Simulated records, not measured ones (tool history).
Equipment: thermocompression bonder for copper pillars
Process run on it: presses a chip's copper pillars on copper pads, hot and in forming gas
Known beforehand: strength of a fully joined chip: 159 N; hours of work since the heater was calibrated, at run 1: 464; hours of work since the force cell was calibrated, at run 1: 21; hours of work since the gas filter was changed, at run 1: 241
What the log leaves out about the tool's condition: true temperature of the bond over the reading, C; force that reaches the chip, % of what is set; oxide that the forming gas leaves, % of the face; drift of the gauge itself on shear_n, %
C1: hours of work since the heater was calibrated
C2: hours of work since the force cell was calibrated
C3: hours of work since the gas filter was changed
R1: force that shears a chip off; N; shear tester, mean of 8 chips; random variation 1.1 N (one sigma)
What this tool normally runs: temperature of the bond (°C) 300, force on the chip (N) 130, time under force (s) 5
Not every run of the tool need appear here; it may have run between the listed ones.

{"run": 1, "hour": 0.0, "temperature of the bond (°C)": 300, "force on the chip (N)": 130, "time under force (s)": 5, "C1": 464, "C2": 21, "C3": 241, "R1": 89.5}
{"run": 2, "hour": 13.1, "temperature of the bond (°C)": 300, "force on the chip (N)": 130, "time under force (s)": 5, "C1": 474, "C2": 31, "C3": 251, "R1": 87.2}
{"run": 3, "hour": 39.7, "temperature of the bond (°C)": 300, "force on the chip (N)": 130, "time under force (s)": 5, "C1": 494, "C2": 51, "C3": 271, "R1": 87.6}
{"hour": 47.5, "done": "forming gas filter changed"}
{"run": 4, "hour": 65.3, "temperature of the bond (°C)": 313, "force on the chip (N)": 130, "time under force (s)": 5, "C1": 513, "C2": 69, "C3": 13, "R1": 102.9}
{"run": 5, "hour": 82.3, "temperature of the bond (°C)": 300, "force on the chip (N)": 130, "time under force (s)": 5, "C1": 526, "C2": 82, "C3": 26, "R1": 94}
{"run": 6, "hour": 94.1, "temperature of the bond (°C)": 300, "force on the chip (N)": 130, "time under force (s)": 5, "C1": 534, "C2": 91, "C3": 35, "R1": 94.9}
{"run": 7, "hour": 109.2, "temperature of the bond (°C)": 300, "force on the chip (N)": 130, "time under force (s)": 5, "C1": 546, "C2": 103, "C3": 46, "R1": 95.1}
{"run": 8, "hour": 128.8, "temperature of the bond (°C)": 300, "force on the chip (N)": 130, "time under force (s)": 5, "C1": 561, "C2": 117, "C3": 61, "R1": 92.8}
{"hour": 132.3, "done": "force cell calibrated"}
{"run": 9, "hour": 152.5, "temperature of the bond (°C)": 306, "force on the chip (N)": 130, "time under force (s)": 8, "C1": 577, "C2": 15, "C3": 78, "R1": 111}
{"run": 10, "hour": 168.1, "temperature of the bond (°C)": 306, "force on the chip (N)": 130, "time under force (s)": 8, "C1": 589, "C2": 27, "C3": 90, "R1": 110.4}
{"run": 11, "hour": 188.6, "temperature of the bond (°C)": 306, "force on the chip (N)": 130, "time under force (s)": 8, "C1": 605, "C2": 42, "C3": 105, "R1": 109.3}
{"hour": 198.7, "done": "force cell calibrated, once more"}
{"run": 12, "hour": 208.9, "temperature of the bond (°C)": 317, "force on the chip (N)": 169, "time under force (s)": 11, "C1": 619, "C2": 8, "C3": 119, "R1": 140.2}
{"run": 13, "hour": 224.4, "temperature of the bond (°C)": 317, "force on the chip (N)": 89, "time under force (s)": 5, "C1": 630, "C2": 19, "C3": 131, "R1": 76}
{"run": 14, "hour": 242.4, "temperature of the bond (°C)": 317, "force on the chip (N)": 89, "time under force (s)": 5, "C1": 644, "C2": 33, "C3": 145, "R1": 74.9}
{"run": 15, "hour": 268.8, "temperature of the bond (°C)": 314, "force on the chip (N)": 94, "time under force (s)": 9, "C1": 664, "C2": 53, "C3": 165, "R1": 91.8}
{"run": 16, "hour": 288.9, "temperature of the bond (°C)": 279, "force on the chip (N)": 144, "time under force (s)": 5, "C1": 679, "C2": 68, "C3": 180, "R1": 84.2}

Below are 4 alternative next runs, each starting from the tool's condition after run 16. Predict each:
{"run": "A", "hour": 306.2, "temperature of the bond (°C)": 281, "force on the chip (N)": 130, "time under force (s)": 5, "C1": 692, "C2": 81, "C3": 193, "R1": "?"}
{"run": "B", "hour": 306.2, "temperature of the bond (°C)": 300, "force on the chip (N)": 130, "time under force (s)": 11, "C1": 692, "C2": 81, "C3": 193, "R1": "?"}
{"run": "C", "hour": 306.2, "temperature of the bond (°C)": 279, "force on the chip (N)": 103, "time under force (s)": 7, "C1": 692, "C2": 81, "C3": 193, "R1": "?"}
{"run": "D", "hour": 306.2, "temperature of the bond (°C)": 286, "force on the chip (N)": 89, "time under force (s)": 6, "C1": 692, "C2": 81, "C3": 193, "R1": "?"}

run=A R1=75.1
run=B R1=109.8
run=C R1=68.2
run=D R1=58.9
With the hidden condition removed and each run's random variation left untouched, the same runs would have given:
run=A R1=84.2
run=B R1=120.5
run=C R1=76.8
run=D R1=66.5

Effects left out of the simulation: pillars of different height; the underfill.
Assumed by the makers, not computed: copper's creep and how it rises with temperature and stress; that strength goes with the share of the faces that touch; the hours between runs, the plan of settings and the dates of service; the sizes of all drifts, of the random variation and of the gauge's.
